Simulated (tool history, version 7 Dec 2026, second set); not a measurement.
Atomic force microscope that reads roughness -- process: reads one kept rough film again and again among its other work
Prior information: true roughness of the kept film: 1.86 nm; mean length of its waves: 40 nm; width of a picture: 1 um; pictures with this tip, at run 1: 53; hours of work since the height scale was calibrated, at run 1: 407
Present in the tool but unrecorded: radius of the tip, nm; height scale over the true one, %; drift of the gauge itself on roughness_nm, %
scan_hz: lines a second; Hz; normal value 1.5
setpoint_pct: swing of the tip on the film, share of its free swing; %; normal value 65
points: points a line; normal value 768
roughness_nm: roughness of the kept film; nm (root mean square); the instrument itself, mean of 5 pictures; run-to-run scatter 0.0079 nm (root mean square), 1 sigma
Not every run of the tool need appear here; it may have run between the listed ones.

| run | hour | scan_hz | setpoint_pct | points | pictures with this tip | hours of work since the height scale was calibrated | roughness_nm |
|---|---|---|---|---|---|---|---|
| 1 | 0 | 1.5 | 65 | 768 | 53 | 407 | 1.683 |
| 2 | 19 | 3.5 | 65 | 768 | 70 | 417 | 1.569 |
| 3 | 53.3 | 1.5 | 65 | 768 | 100 | 435 | 1.656 |
| 4 | 88.3 | 1.5 | 65 | 360 | 132 | 454 | 1.623 |
| 5 | 119.9 | 1.5 | 65 | 360 | 160 | 471 | 1.636 |
| 6 | 137.7 | 1.5 | 65 | 463 | 176 | 481 | 1.628 |
| 7 | 176 | 1.5 | 65 | 463 | 210 | 501 | 1.617 |
| 8 | 202.5 | 1.5 | 65 | 768 | 234 | 515 | 1.629 |
| 9 | 239.4 | 1.5 | 80 | 768 | 267 | 535 | 1.508 |
| 10 | 267.8 | 1.16 | 65 | 768 | 293 | 550 | 1.619 |
| 11 | 298.3 | 1.16 | 65 | 768 | 320 | 567 | 1.599 |
| 12 | 330.3 | 1.16 | 66 | 768 | 349 | 584 | 1.6 |
|  | 340.3 | new tip fitted |
| 13 | 360.2 | 1.5 | 65 | 768 | 17 | 600 | 1.69 |
| 14 | 395.3 | 1.5 | 65 | 768 | 49 | 618 | 1.682 |
|  | 399.2 | height scale calibrated on a step standard |
| 15 | 420.3 | 1.5 | 65 | 768 | 70 | 11 | 1.657 |
| 16 | 455.1 | 1.5 | 65 | 768 | 102 | 30 | 1.657 |
| 17 | 494 | 1.5 | 65 | 768 | 137 | 51 | 1.644 |
|  | 501.1 | height scale calibrated on a step standard, once more |
| 18 | 512.4 | 1.5 | 63 | 768 | 152 | 6 | 1.66 |
| 19 | 539.7 | 3.03 | 65 | 768 | 177 | 21 | 1.578 |
| 20 | 561.2 | 3.03 | 65 | 398 | 196 | 32 | 1.575 |
| 21 | 588.7 | 1.96 | 90 | 398 | 221 | 47 | 1.383 |
| 22 | 615.1 | 1.5 | 65 | 691 | 245 | 61 | 1.619 |
| 23 | 654.4 | 1.12 | 65 | 691 | 280 | 82 | 1.632 |
| 24 | 692.7 | 1.24 | 65 | 258 | 314 | 103 | 1.607 |
| 25 | 723.3 | 2.22 | 62 | 580 | 342 | 119 | 1.582 |
|  | 743.6 | new tip fitted |
| 26 | 760.1 | 2.22 | 62 | 580 | 15 | 139 | 1.672 |
| 27 | 779.6 | 2.22 | 62 | 580 | 33 | 149 | 1.659 |
| 28 | 803.2 | 2.95 | 56 | 320 | 54 | 162 | 1.657 |
| 29 | 834.3 | 0.75 | 56 | 683 | 82 | 178 | 1.717 |
| 30 | 863.1 | 3.93 | 56 | 353 | 108 | 194 | 1.612 |
| 31 | 901.3 | 2.54 | 63 | 768 | 142 | 214 | 1.616 |
| 32 | 920 | 1.32 | 59 | 824 | 159 | 224 | 1.67 |
| 33 | 939.9 | 1.5 | 68 | 996 | 177 | 235 | 1.623 |
| 34 | 978.5 | 1.5 | 68 | 996 | 211 | 256 | 1.599 |
| 35 | 995.4 | 1.27 | 68 | 474 | 226 | 265 | 1.615 |
| 36 | 1017.5 | 0.52 | 56 | 766 | 246 | 277 | 1.686 |
| 37 | 1035.6 | 0.56 | 69 | 388 | 263 | 286 | 1.645 |

Branching from run 37: 3 alternative next runs. What would each branch give?
| A | 1052.8 | 0.83 | 69 | 388 | 278 | 296 | ? |
| B | 1052.8 | 2.92 | 58 | 388 | 278 | 296 | ? |
| C | 1052.8 | 0.54 | 85 | 438 | 278 | 296 | ? |

| run | roughness_nm |
|---|---|
| A | 1.622 |
| B | 1.583 |
| C | 1.618 |
What these runs would have given with no unlogged condition in the tool:
| run | roughness_nm |
|---|---|
| A | 1.712 |
| B | 1.67 |
| C | 1.707 |

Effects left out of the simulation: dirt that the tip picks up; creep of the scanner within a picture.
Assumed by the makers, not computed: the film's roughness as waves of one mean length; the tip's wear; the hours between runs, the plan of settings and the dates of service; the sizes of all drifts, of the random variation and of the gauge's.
